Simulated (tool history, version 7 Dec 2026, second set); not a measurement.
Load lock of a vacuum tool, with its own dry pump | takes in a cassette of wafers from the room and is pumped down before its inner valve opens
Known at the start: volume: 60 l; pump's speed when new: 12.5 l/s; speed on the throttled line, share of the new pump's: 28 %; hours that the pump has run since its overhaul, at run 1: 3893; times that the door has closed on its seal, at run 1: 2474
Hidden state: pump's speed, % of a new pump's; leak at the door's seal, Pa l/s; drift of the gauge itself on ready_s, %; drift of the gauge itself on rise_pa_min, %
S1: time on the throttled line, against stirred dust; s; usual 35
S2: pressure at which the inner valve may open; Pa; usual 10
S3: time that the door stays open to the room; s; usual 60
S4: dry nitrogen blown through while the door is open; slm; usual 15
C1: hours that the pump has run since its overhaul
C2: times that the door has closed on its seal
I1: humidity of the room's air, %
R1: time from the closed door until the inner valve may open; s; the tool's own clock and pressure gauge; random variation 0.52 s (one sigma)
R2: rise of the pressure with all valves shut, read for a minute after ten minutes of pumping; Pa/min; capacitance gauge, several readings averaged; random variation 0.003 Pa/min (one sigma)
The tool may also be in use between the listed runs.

{"run": 1, "hour": 0.0, "S1": 35, "S2": 10, "S3": 60, "S4": 15, "C1": 3893, "C2": 2474, "I1": 46.1, "R1": 71.2, "R2": 0.036}
{"run": 2, "hour": 191.6, "S1": 35, "S2": 10, "S3": 60, "S4": 15, "C1": 4085, "C2": 2810, "I1": 46.9, "R1": 70, "R2": 0.031}
{"run": 3, "hour": 370.6, "S1": 35, "S2": 10, "S3": 60, "S4": 15, "C1": 4264, "C2": 3123, "I1": 45.7, "R1": 71, "R2": 0.039}
{"run": 4, "hour": 468.1, "S1": 35, "S2": 10, "S3": 60, "S4": 15, "C1": 4362, "C2": 3294, "I1": 46.2, "R1": 69.7, "R2": 0.036}
{"run": 5, "hour": 661.7, "S1": 35, "S2": 10, "S3": 60, "S4": 15, "C1": 4555, "C2": 3633, "I1": 44.6, "R1": 70.7, "R2": 0.04}
{"run": 6, "hour": 812.2, "S1": 35, "S2": 10, "S3": 60, "S4": 15, "C1": 4706, "C2": 3896, "I1": 48.6, "R1": 70.8, "R2": 0.04}
{"run": 7, "hour": 952.5, "S1": 35, "S2": 10, "S3": 60, "S4": 15, "C1": 4846, "C2": 4142, "I1": 45.4, "R1": 72.3, "R2": 0.039}
{"run": 8, "hour": 1040.5, "S1": 67, "S2": 10, "S3": 60, "S4": 15, "C1": 4934, "C2": 4296, "I1": 44.3, "R1": 94.3, "R2": 0.038}
{"run": 9, "hour": 1137.3, "S1": 67, "S2": 10, "S3": 60, "S4": 15, "C1": 5031, "C2": 4465, "I1": 49.5, "R1": 94, "R2": 0.042}
{"run": 10, "hour": 1267.3, "S1": 67, "S2": 10, "S3": 60, "S4": 15, "C1": 5161, "C2": 4693, "I1": 43.4, "R1": 94.7, "R2": 0.037}
{"run": 11, "hour": 1453.7, "S1": 67, "S2": 10, "S3": 60, "S4": 15, "C1": 5347, "C2": 5019, "I1": 44.5, "R1": 92.3, "R2": 0.046}
{"run": 12, "hour": 1654.3, "S1": 67, "S2": 10, "S3": 60, "S4": 15, "C1": 5548, "C2": 5370, "I1": 45.2, "R1": 93.8, "R2": 0.045}
{"run": 13, "hour": 1798.1, "S1": 35, "S2": 10, "S3": 58, "S4": 15, "C1": 5692, "C2": 5622, "I1": 42.8, "R1": 70.8, "R2": 0.046}
{"run": 14, "hour": 1934.9, "S1": 35, "S2": 10, "S3": 58, "S4": 15, "C1": 5828, "C2": 5861, "I1": 40.3, "R1": 71.5, "R2": 0.041}
{"run": 15, "hour": 2076.7, "S1": 35, "S2": 10, "S3": 58, "S4": 15, "C1": 5970, "C2": 6109, "I1": 46, "R1": 71.3, "R2": 0.049}
{"run": 16, "hour": 2245.3, "S1": 35, "S2": 10, "S3": 58, "S4": 15, "C1": 6139, "C2": 6404, "I1": 47.9, "R1": 71.4, "R2": 0.051}
{"run": 17, "hour": 2387.9, "S1": 35, "S2": 10, "S3": 58, "S4": 15, "C1": 6281, "C2": 6654, "I1": 47.1, "R1": 71.8, "R2": 0.055}
{"run": 18, "hour": 2477.1, "S1": 35, "S2": 10, "S3": 58, "S4": 15, "C1": 6371, "C2": 6810, "I1": 47.6, "R1": 72.4, "R2": 0.058}
{"run": 19, "hour": 2595.5, "S1": 35, "S2": 10, "S3": 58, "S4": 15, "C1": 6489, "C2": 7017, "I1": 46.7, "R1": 71.4, "R2": 0.056}
{"run": 20, "hour": 2679.8, "S1": 35, "S2": 20, "S3": 176, "S4": 15, "C1": 6573, "C2": 7165, "I1": 43.4, "R1": 68.3, "R2": 0.068}
{"run": 21, "hour": 2787.6, "S1": 35, "S2": 7, "S3": 101, "S4": 32, "C1": 6681, "C2": 7354, "I1": 44.9, "R1": 73.6, "R2": 0.056}
{"run": 22, "hour": 2916.1, "S1": 21, "S2": 7, "S3": 101, "S4": 28, "C1": 6810, "C2": 7579, "I1": 50.1, "R1": 63, "R2": 0.064}
{"run": 23, "hour": 3044.2, "S1": 35, "S2": 13, "S3": 60, "S4": 15, "C1": 6938, "C2": 7803, "I1": 44.6, "R1": 70.6, "R2": 0.064}
{"run": 24, "hour": 3195.0, "S1": 30, "S2": 7, "S3": 103, "S4": 7, "C1": 7089, "C2": 8067, "I1": 46.4, "R1": 70.2, "R2": 0.076}
{"run": 25, "hour": 3358.0, "S1": 30, "S2": 7, "S3": 103, "S4": 7, "C1": 7251, "C2": 8352, "I1": 43.1, "R1": 70.2, "R2": 0.076}
{"run": 26, "hour": 3553.9, "S1": 35, "S2": 17, "S3": 236, "S4": 15, "C1": 7447, "C2": 8695, "I1": 44.6, "R1": 69, "R2": 0.094}
{"run": 27, "hour": 3755.5, "S1": 35, "S2": 17, "S3": 236, "S4": 15, "C1": 7649, "C2": 9048, "I1": 44.9, "R1": 69.4, "R2": 0.088}
{"run": 28, "hour": 3944.5, "S1": 20, "S2": 10, "S3": 60, "S4": 8, "C1": 7838, "C2": 9379, "I1": 44.9, "R1": 61.9, "R2": 0.074}
{"run": 29, "hour": 4027.2, "S1": 35, "S2": 10, "S3": 60, "S4": 8, "C1": 7921, "C2": 9523, "I1": 45.3, "R1": 72.4, "R2": 0.084}
{"run": 30, "hour": 4156.6, "S1": 35, "S2": 10, "S3": 60, "S4": 8, "C1": 8050, "C2": 9750, "I1": 40.8, "R1": 72.5, "R2": 0.079}
{"run": 31, "hour": 4295.2, "S1": 35, "S2": 10, "S3": 60, "S4": 8, "C1": 8189, "C2": 9992, "I1": 42.9, "R1": 73.5, "R2": 0.082}
{"run": 32, "hour": 4387.3, "S1": 63, "S2": 7, "S3": 60, "S4": 15, "C1": 8281, "C2": 10154, "I1": 45, "R1": 93.8, "R2": 0.08}
{"run": 33, "hour": 4564.1, "S1": 22, "S2": 7, "S3": 34, "S4": 15, "C1": 8458, "C2": 10463, "I1": 44.9, "R1": 65.1, "R2": 0.086}
{"run": 34, "hour": 4673.3, "S1": 26, "S2": 9, "S3": 66, "S4": 33, "C1": 8567, "C2": 10654, "I1": 47.4, "R1": 66.2, "R2": 0.077}
{"run": 35, "hour": 4805.9, "S1": 28, "S2": 9, "S3": 103, "S4": 15, "C1": 8699, "C2": 10886, "I1": 43.7, "R1": 68.3, "R2": 0.091}
{"run": 36, "hour": 4984.9, "S1": 28, "S2": 9, "S3": 103, "S4": 15, "C1": 8878, "C2": 11200, "I1": 45.1, "R1": 67.6, "R2": 0.104}
{"run": 37, "hour": 5093.1, "S1": 29, "S2": 10, "S3": 28, "S4": 41, "C1": 8987, "C2": 11389, "I1": 47, "R1": 69.1, "R2": 0.079}

3 ways to go on from here, each from the tool as it stands after run 37. What would each give?
{"run": "A", "hour": 5225.0, "S1": 29, "S2": 11, "S3": 28, "S4": 41, "C1": 9118, "C2": 11620, "I1": 51.2, "R1": "?", "R2": "?"}
{"run": "B", "hour": 5225.0, "S1": 29, "S2": 10, "S3": 212, "S4": 41, "C1": 9118, "C2": 11620, "I1": 46.9, "R1": "?", "R2": "?"}
{"run": "C", "hour": 5225.0, "S1": 35, "S2": 9, "S3": 52, "S4": 15, "C1": 9118, "C2": 11620, "I1": 46.3, "R1": "?", "R2": "?"}

run=A R1=68 R2=0.084
run=B R1=68.5 R2=0.099
run=C R1=73.7 R2=0.091
Without the tool's hidden state the same runs would have given:
run=A R1=64.9 R2=0.01
run=B R1=65.3 R2=0.025
run=C R1=70.6 R2=0.017
